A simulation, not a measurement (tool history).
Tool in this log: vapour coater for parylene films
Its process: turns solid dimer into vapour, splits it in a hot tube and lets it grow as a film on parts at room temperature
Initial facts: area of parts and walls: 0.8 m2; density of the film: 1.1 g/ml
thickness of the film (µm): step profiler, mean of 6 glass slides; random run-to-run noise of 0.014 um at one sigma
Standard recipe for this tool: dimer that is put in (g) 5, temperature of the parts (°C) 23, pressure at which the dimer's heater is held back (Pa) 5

| run | hour | dimer that is put in (g) | temperature of the parts (°C) | pressure at which the dimer's heater is held back (Pa) | thickness of the film (µm) |
|---|---|---|---|---|---|
| 1 | 0 | 5 | 23 | 5 | 3.03 |
| 2 | 17.3 | 5 | 23 | 5 | 3.07 |
| 3 | 43.9 | 5 | 23 | 5 | 3.04 |
| 4 | 74.9 | 5 | 23 | 5 | 3.02 |
| 5 | 91 | 5 | 23 | 5 | 3.06 |
| 6 | 113 | 6 | 23 | 5 | 3.67 |
| 7 | 142.7 | 5 | 19 | 5 | 3.61 |
| 8 | 158.6 | 5 | 19 | 5 | 3.58 |
| 9 | 183.3 | 5 | 23 | 5 | 3.02 |
| 10 | 215 | 5 | 23 | 5 | 3.02 |
| 11 | 228.9 | 5 | 23 | 5 | 3.02 |
|  | 246.4 | trap's valve overhauled |
| 12 | 249.4 | 5 | 23 | 5 | 2.92 |
| 13 | 271.2 | 5 | 23 | 5 | 2.94 |
| 14 | 289.6 | 5 | 23 | 5 | 2.92 |
| 15 | 303.4 | 5 | 23 | 3.52 | 3.05 |
|  | 330.1 | trap's valve overhauled, once more |
| 16 | 330.1 | 5 | 23 | 3.52 | 3.31 |
| 17 | 344.2 | 5 | 23 | 3.52 | 3.3 |
| 18 | 371.8 | 5 | 33 | 5 | 2.04 |
| 19 | 389.4 | 5 | 33 | 5 | 2.04 |
| 20 | 418.2 | 5 | 33 | 5 | 2.01 |
| 21 | 435.1 | 3 | 23 | 5 | 1.88 |
| 22 | 463.8 | 3 | 23 | 5 | 1.88 |
| 23 | 480.2 | 4 | 23 | 5 | 2.48 |
| 24 | 510.4 | 4 | 23 | 5 | 2.48 |
| 25 | 533.8 | 4 | 23 | 5 | 2.49 |
| 26 | 564.1 | 4 | 23 | 5 | 2.47 |
| 27 | 578.5 | 2 | 23 | 10.4 | 1.12 |
| 28 | 612 | 8 | 23 | 2.23 | 5.47 |
| 29 | 641.1 | 8 | 23 | 2.23 | 5.48 |
| 30 | 673.4 | 4 | 22 | 5 | 2.56 |
| 31 | 700.8 | 3 | 22 | 10.93 | 1.74 |
| 32 | 716 | 3 | 22 | 10.03 | 1.76 |
| 33 | 749 | 7 | 19 | 5 | 5.09 |
| 34 | 768.2 | 7 | 18 | 3.17 | 5.61 |
| 35 | 800.2 | 7 | 18 | 3.06 | 5.62 |
| 36 | 822.8 | 7 | 18 | 3.06 | 5.65 |
| 37 | 844.6 | 7 | 21 | 4.47 | 4.69 |
| 38 | 868.4 | 7 | 21 | 4.47 | 4.66 |
|  | 876.1 | trap's valve overhauled |
| 39 | 887.3 | 7 | 21 | 4.47 | 4.9 |
| 40 | 908.2 | 9 | 18 | 4.47 | 7.16 |
| 41 | 928.9 | 5 | 34 | 6.29 | 1.89 |
| 42 | 944.3 | 4 | 17 | 6.29 | 3.15 |
| 43 | 974.6 | 2 | 18 | 2.83 | 1.7 |
| 44 | 991 | 2 | 18 | 2.83 | 1.68 |
| 45 | 1019.6 | 3 | 18 | 2.83 | 2.52 |
| 46 | 1037.4 | 6 | 16 | 2.14 | 5.7 |
| 47 | 1061.7 | 6 | 16 | 2.14 | 5.7 |

What would each run have given without the hidden state, its run-to-run variation left as it was?
Unlogged tool condition in this case: vapour lost through the trap's worn valve, %; true temperature of the parts over the reading, C; drift of the gauge itself on film_um, %.
| run | thickness of the film (µm) |
|---|---|
| 1 | 3.09 |
| 2 | 3.13 |
| 3 | 3.11 |
| 4 | 3.09 |
| 5 | 3.14 |
| 6 | 3.77 |
| 7 | 3.73 |
| 8 | 3.7 |
| 9 | 3.12 |
| 10 | 3.13 |
| 11 | 3.14 |
| 12 | 3.11 |
| 13 | 3.13 |
| 14 | 3.12 |
| 15 | 3.26 |
| 16 | 3.29 |
| 17 | 3.28 |
| 18 | 2.04 |
| 19 | 2.04 |
| 20 | 2.01 |
| 21 | 1.88 |
| 22 | 1.89 |
| 23 | 2.49 |
| 24 | 2.5 |
| 25 | 2.52 |
| 26 | 2.5 |
| 27 | 1.14 |
| 28 | 5.56 |
| 29 | 5.58 |
| 30 | 2.62 |
| 31 | 1.78 |
| 32 | 1.8 |
| 33 | 5.23 |
| 34 | 5.77 |
| 35 | 5.8 |
| 36 | 5.84 |
| 37 | 4.86 |
| 38 | 4.83 |
| 39 | 4.84 |
| 40 | 7.09 |
| 41 | 1.88 |
| 42 | 3.13 |
| 43 | 1.69 |
| 44 | 1.67 |
| 45 | 2.52 |
| 46 | 5.7 |
| 47 | 5.71 |
